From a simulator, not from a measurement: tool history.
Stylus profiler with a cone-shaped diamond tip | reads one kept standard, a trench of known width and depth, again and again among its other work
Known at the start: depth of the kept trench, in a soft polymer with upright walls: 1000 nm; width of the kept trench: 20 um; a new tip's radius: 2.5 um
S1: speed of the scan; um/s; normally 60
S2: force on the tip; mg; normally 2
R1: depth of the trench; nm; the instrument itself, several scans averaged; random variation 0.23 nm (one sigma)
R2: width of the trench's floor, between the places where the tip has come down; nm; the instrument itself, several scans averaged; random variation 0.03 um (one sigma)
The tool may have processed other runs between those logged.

run	hour	S1	S2	R1	R2
1	0	60	2	1015.47	14410
2	27.4	60	1.38	1012.46	14340
3	81.4	60	1.38	1012.31	14300
4	135.9	60	1.24	1012.22	14250
5	195.9	60	1.28	1012.53	14220
6	235.8	60	2	1015.95	14260
7	272	154	2	1015.87	13850
8	325.8	60	1.27	1012.31	14140
9	359.9	185	2	1016.21	13720
10	394.8	60	2	1015.95	14220
11	448.7	60	2	1016.1	14140
12	481.7	60	2	1015.84	14150
13	521.6	60	1.46	1013.06	14050
# hour 524.8: height scale calibrated on a step standard
14	580.8	60	1.46	1010.74	14010
15	626.6	60	1.46	1010.8	13980
16	665.3	60	1.46	1010.85	13960
17	713.4	60	2	1013.24	13990
18	744.2	16	2	1013.57	14190
19	781	60	2	1013.66	13930
20	831.9	60	2	1013.38	13880
21	865.5	60	2	1013.42	13930
22	898.6	60	2	1013.58	13920
23	943.9	60	2	1013.59	13900
24	1002.3	60	2	1013.54	13820
25	1054.2	60	2	1013.68	13800
26	1104	36	3.45	1019.67	13900
# hour 1136.3: new tip fitted, height scale calibrated
27	1143	36	3.45	1018.54	15800
28	1174.1	20	5.29	1025.58	15810
29	1212	108	2.51	1015.45	15490
30	1262.9	74	0.81	1007.4	15380
31	1309.6	186	2.77	1016.68	15160
32	1361	34	2.34	1014.85	15600
33	1411.8	164	1.52	1011.19	15020
34	1458.1	18	1.75	1012.04	15610
35	1513.6	18	1.75	1012.19	15580
36	1564.9	96	0.88	1008.09	15030
37	1618.6	167	0.76	1007.41	14530
38	1645.3	167	0.76	1007.08	14490
39	1677.4	42	2.84	1017.24	15430
40	1724.1	42	2.84	1017.45	15330
41	1776.9	30	1.18	1009.53	15350
42	1809	127	1.66	1011.69	14950
43	1853.3	28	0.9	1007.81	15230
44	1901.2	23	4.83	1024.8	15370
45	1936.9	128	0.89	1007.95	14620
46	1988.1	34	2	1014.11	15160
47	2045.5	34	2	1013.91	15190

What if the next run were any one of these 3? Each begins from the tool's condition after run 47:
A	2097.9	60	4.83	?	?
B	2097.9	50	2	?	?
C	2097.9	35	2.77	?	?

run	R1	R2
A	1025.08	15120
B	1013.88	15060
C	1017.46	15120
What these runs would have given with no unlogged condition in the tool:
run	R1	R2
A	1024.5	15870
B	1013.31	15810
C	1016.88	15860

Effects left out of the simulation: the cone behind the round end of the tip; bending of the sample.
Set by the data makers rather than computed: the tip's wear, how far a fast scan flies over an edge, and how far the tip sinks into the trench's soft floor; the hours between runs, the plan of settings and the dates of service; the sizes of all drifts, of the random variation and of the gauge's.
